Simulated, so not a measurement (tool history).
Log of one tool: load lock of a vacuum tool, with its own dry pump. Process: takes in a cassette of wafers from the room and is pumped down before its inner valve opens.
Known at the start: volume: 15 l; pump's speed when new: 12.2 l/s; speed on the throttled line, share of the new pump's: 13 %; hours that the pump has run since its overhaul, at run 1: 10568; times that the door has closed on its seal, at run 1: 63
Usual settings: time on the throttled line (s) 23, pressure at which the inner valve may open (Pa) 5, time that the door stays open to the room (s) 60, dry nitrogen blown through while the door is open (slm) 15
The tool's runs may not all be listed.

| run | hour | time on the throttled line (s) | pressure at which the inner valve may open (Pa) | time that the door stays open to the room (s) | dry nitrogen blown through while the door is open (slm) | hours that the pump has run since its overhaul | times that the door has closed on its seal | incoming humidity of the room's air, % | time from the closed door until the inner valve may open (s) | rise of the pressure with all valves shut (Pa/min) |
|---|---|---|---|---|---|---|---|---|---|---|
| 1 | 0.0 | 23 | 5 | 60 | 15 | 10568 | 63 | 46.6 | 32.90 | 0.088 |
| 2 | 108.0 | 23 | 5 | 60 | 15 | 10676 | 216 | 44.2 | 33.03 | 0.080 |
| 3 | 175.5 | 38 | 5 | 60 | 15 | 10743 | 311 | 50.8 | 45.93 | 0.091 |
| 4 | 288.0 | 23 | 5 | 60 | 15 | 10856 | 471 | 42.5 | 32.95 | 0.077 |
| 5 | 385.9 | 23 | 5 | 60 | 39 | 10954 | 609 | 43.7 | 32.97 | 0.054 |
| 6 | 437.1 | 23 | 5 | 60 | 39 | 11005 | 682 | 47.5 | 32.95 | 0.059 |
| 7 | 513.0 | 23 | 5 | 60 | 39 | 11081 | 789 | 48.2 | 33.06 | 0.064 |
| 8 | 620.3 | 13 | 5 | 60 | 39 | 11188 | 941 | 43.1 | 24.46 | 0.059 |
| 9 | 683.3 | 13 | 8 | 60 | 39 | 11251 | 1031 | 42.6 | 23.65 | 0.056 |
| 10 | 760.6 | 23 | 5 | 60 | 5 | 11328 | 1140 | 47.5 | 33.02 | 0.107 |
| 11 | 830.0 | 23 | 5 | 60 | 5 | 11398 | 1238 | 48.2 | 33.01 | 0.110 |
| 12 | 917.3 | 23 | 4 | 196 | 15 | 11485 | 1362 | 48.2 | 33.37 | 0.210 |
| 13 | 1017.3 | 23 | 4 | 196 | 15 | 11585 | 1504 | 45.6 | 33.39 | 0.193 |
| 14 | 1102.8 | 24 | 4 | 196 | 5 | 11671 | 1625 | 45.1 | 34.20 | 0.230 |
| 15 | 1213.1 | 19 | 4 | 164 | 32 | 11781 | 1781 | 44.5 | 29.80 | 0.122 |
| 16 | 1281.2 | 18 | 5 | 112 | 15 | 11849 | 1878 | 44.8 | 28.77 | 0.133 |
| 17 | 1381.3 | 15 | 5 | 238 | 45 | 11949 | 2019 | 47.6 | 26.22 | 0.151 |
| 18 | 1470.5 | 18 | 6 | 26 | 11 | 12038 | 2146 | 46.1 | 28.35 | 0.060 |
| 19 | 1560.0 | 18 | 6 | 26 | 11 | 12128 | 2272 | 46.5 | 28.59 | 0.060 |
| 20 | 1673.8 | 21 | 6 | 157 | 11 | 12242 | 2434 | 44.3 | 31.09 | 0.177 |
| 21 | 1720.8 | 23 | 6 | 60 | 12 | 12289 | 2500 | 40.9 | 32.83 | 0.085 |

Forecast each of these 4 alternatives for the next run:
| A | 1783.7 | 23 | 5 | 69 | 15 | 12352 | 2589 | 44.7 | ? | ? |
| B | 1783.7 | 24 | 6 | 66 | 15 | 12352 | 2589 | 42.8 | ? | ? |
| C | 1783.7 | 19 | 6 | 148 | 15 | 12352 | 2589 | 46.8 | ? | ? |
| D | 1783.7 | 13 | 7 | 53 | 12 | 12352 | 2589 | 44.1 | ? | ? |

| run | time from the closed door until the inner valve may open (s) | rise of the pressure with all valves shut (Pa/min) |
|---|---|---|
| A | 33.05 | 0.095 |
| B | 33.65 | 0.095 |
| C | 29.31 | 0.167 |
| D | 23.96 | 0.092 |
Without the tool's hidden state the same runs would have given:
| run | time from the closed door until the inner valve may open (s) | rise of the pressure with all valves shut (Pa/min) |
|---|---|---|
| A | 32.35 | 0.090 |
| B | 32.98 | 0.090 |
| C | 28.57 | 0.162 |
| D | 23.20 | 0.087 |
